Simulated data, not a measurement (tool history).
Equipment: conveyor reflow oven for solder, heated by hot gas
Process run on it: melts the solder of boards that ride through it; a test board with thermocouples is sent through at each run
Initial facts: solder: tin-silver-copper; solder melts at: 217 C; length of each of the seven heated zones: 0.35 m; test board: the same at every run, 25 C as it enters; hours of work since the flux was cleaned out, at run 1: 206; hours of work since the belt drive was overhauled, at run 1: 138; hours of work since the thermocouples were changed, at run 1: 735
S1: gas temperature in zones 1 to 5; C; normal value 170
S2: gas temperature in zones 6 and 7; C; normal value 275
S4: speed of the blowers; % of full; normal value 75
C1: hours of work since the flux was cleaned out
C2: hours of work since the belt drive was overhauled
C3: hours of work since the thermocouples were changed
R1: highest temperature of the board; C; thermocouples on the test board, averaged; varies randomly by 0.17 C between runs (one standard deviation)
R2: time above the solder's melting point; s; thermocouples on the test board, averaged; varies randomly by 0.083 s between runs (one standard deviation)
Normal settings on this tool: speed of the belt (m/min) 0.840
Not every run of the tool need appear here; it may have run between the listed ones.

{"run": 1, "hour": 0.0, "S1": 170, "S2": 275, "speed of the belt (m/min)": 0.84, "S4": 75, "C1": 206, "C2": 138, "C3": 735, "R1": 253.4, "R2": 36.53}
{"run": 2, "hour": 9.8, "S1": 170, "S2": 275, "speed of the belt (m/min)": 0.83, "S4": 75, "C1": 213, "C2": 146, "C3": 742, "R1": 254.1, "R2": 37.41}
{"run": 3, "hour": 16.7, "S1": 170, "S2": 275, "speed of the belt (m/min)": 0.83, "S4": 75, "C1": 219, "C2": 151, "C3": 748, "R1": 254.0, "R2": 37.34}
{"run": 4, "hour": 27.0, "S1": 170, "S2": 275, "speed of the belt (m/min)": 0.84, "S4": 75, "C1": 227, "C2": 159, "C3": 756, "R1": 253.6, "R2": 36.73}
{"run": 5, "hour": 32.7, "S1": 170, "S2": 275, "speed of the belt (m/min)": 0.84, "S4": 72, "C1": 231, "C2": 163, "C3": 760, "R1": 252.5, "R2": 36.39}
{"run": 6, "hour": 42.9, "S1": 170, "S2": 275, "speed of the belt (m/min)": 0.84, "S4": 72, "C1": 239, "C2": 171, "C3": 768, "R1": 252.5, "R2": 36.18}
{"run": 7, "hour": 53.4, "S1": 170, "S2": 275, "speed of the belt (m/min)": 0.84, "S4": 72, "C1": 247, "C2": 179, "C3": 776, "R1": 252.9, "R2": 35.96}
{"run": 8, "hour": 58.3, "S1": 170, "S2": 275, "speed of the belt (m/min)": 0.84, "S4": 72, "C1": 250, "C2": 183, "C3": 779, "R1": 252.8, "R2": 36.2}
{"run": 9, "hour": 64.1, "S1": 170, "S2": 275, "speed of the belt (m/min)": 0.84, "S4": 72, "C1": 255, "C2": 187, "C3": 784, "R1": 252.4, "R2": 36.11}
{"run": 10, "hour": 69.4, "S1": 170, "S2": 275, "speed of the belt (m/min)": 0.84, "S4": 72, "C1": 259, "C2": 191, "C3": 788, "R1": 252.3, "R2": 36.09}
{"run": 11, "hour": 75.7, "S1": 170, "S2": 275, "speed of the belt (m/min)": 0.84, "S4": 75, "C1": 264, "C2": 196, "C3": 793, "R1": 253.2, "R2": 36.46}
{"run": 12, "hour": 85.0, "S1": 170, "S2": 275, "speed of the belt (m/min)": 0.84, "S4": 75, "C1": 271, "C2": 203, "C3": 800, "R1": 253.3, "R2": 36.33}
{"run": 13, "hour": 92.9, "S1": 170, "S2": 275, "speed of the belt (m/min)": 0.84, "S4": 75, "C1": 277, "C2": 209, "C3": 806, "R1": 253.0, "R2": 36.35}
{"run": 14, "hour": 102.6, "S1": 171, "S2": 279, "speed of the belt (m/min)": 0.84, "S4": 75, "C1": 284, "C2": 217, "C3": 813, "R1": 256.5, "R2": 38.19}
{"run": 15, "hour": 112.9, "S1": 171, "S2": 287, "speed of the belt (m/min)": 0.84, "S4": 89, "C1": 292, "C2": 224, "C3": 821, "R1": 266.1, "R2": 42.11}
{"hour": 115.4, "done": "thermocouples of zones 6 and 7 changed"}
{"run": 16, "hour": 121.4, "S1": 171, "S2": 266, "speed of the belt (m/min)": 0.859, "S4": 89, "C1": 297, "C2": 229, "C3": 5, "R1": 248.6, "R2": 33.96}
{"run": 17, "hour": 129.2, "S1": 171, "S2": 270, "speed of the belt (m/min)": 0.859, "S4": 52, "C1": 303, "C2": 235, "C3": 11, "R1": 243.2, "R2": 29.26}
{"run": 18, "hour": 134.0, "S1": 171, "S2": 270, "speed of the belt (m/min)": 0.859, "S4": 52, "C1": 307, "C2": 239, "C3": 14, "R1": 243.1, "R2": 29.36}
{"run": 19, "hour": 141.7, "S1": 180, "S2": 283, "speed of the belt (m/min)": 0.785, "S4": 67, "C1": 312, "C2": 245, "C3": 20, "R1": 263.5, "R2": 46.15}
{"run": 20, "hour": 150.4, "S1": 159, "S2": 283, "speed of the belt (m/min)": 0.84, "S4": 56, "C1": 319, "C2": 252, "C3": 27, "R1": 252.6, "R2": 33.54}
{"run": 21, "hour": 156.4, "S1": 170, "S2": 284, "speed of the belt (m/min)": 0.702, "S4": 75, "C1": 324, "C2": 256, "C3": 31, "R1": 268.2, "R2": 51.5}
{"run": 22, "hour": 162.1, "S1": 175, "S2": 275, "speed of the belt (m/min)": 0.999, "S4": 75, "C1": 328, "C2": 260, "C3": 36, "R1": 248.0, "R2": 28.47}
{"run": 23, "hour": 170.9, "S1": 178, "S2": 275, "speed of the belt (m/min)": 0.84, "S4": 81, "C1": 335, "C2": 267, "C3": 42, "R1": 256.5, "R2": 40.12}
{"run": 24, "hour": 176.8, "S1": 156, "S2": 275, "speed of the belt (m/min)": 0.715, "S4": 75, "C1": 339, "C2": 272, "C3": 47, "R1": 257.5, "R2": 42.61}

Forecast each of these 5 alternatives for the next run:
{"run": "A", "hour": 181.6, "S1": 156, "S2": 289, "speed of the belt (m/min)": 0.713, "S4": 70, "C1": 343, "C2": 275, "C3": 51, "R1": "?", "R2": "?"}
{"run": "B", "hour": 181.6, "S1": 170, "S2": 275, "speed of the belt (m/min)": 0.84, "S4": 75, "C1": 343, "C2": 275, "C3": 51, "R1": "?", "R2": "?"}
{"run": "C", "hour": 181.6, "S1": 170, "S2": 275, "speed of the belt (m/min)": 0.84, "S4": 64, "C1": 343, "C2": 275, "C3": 51, "R1": "?", "R2": "?"}
{"run": "D", "hour": 181.6, "S1": 170, "S2": 275, "speed of the belt (m/min)": 0.794, "S4": 75, "C1": 343, "C2": 275, "C3": 51, "R1": "?", "R2": "?"}
{"run": "E", "hour": 181.6, "S1": 170, "S2": 273, "speed of the belt (m/min)": 0.84, "S4": 75, "C1": 343, "C2": 275, "C3": 51, "R1": "?", "R2": "?"}

run=A R1=268.9 R2=47.66
run=B R1=253.9 R2=36.73
run=C R1=251.1 R2=35.11
run=D R1=255.9 R2=40.31
run=E R1=252.4 R2=35.90
The same runs, with their run-to-run variation unchanged, on a tool lacking any hidden condition would have given:
run=A R1=271.9 R2=48.77
run=B R1=256.9 R2=38.28
run=C R1=254.1 R2=36.75
run=D R1=258.8 R2=41.72
run=E R1=255.4 R2=37.51
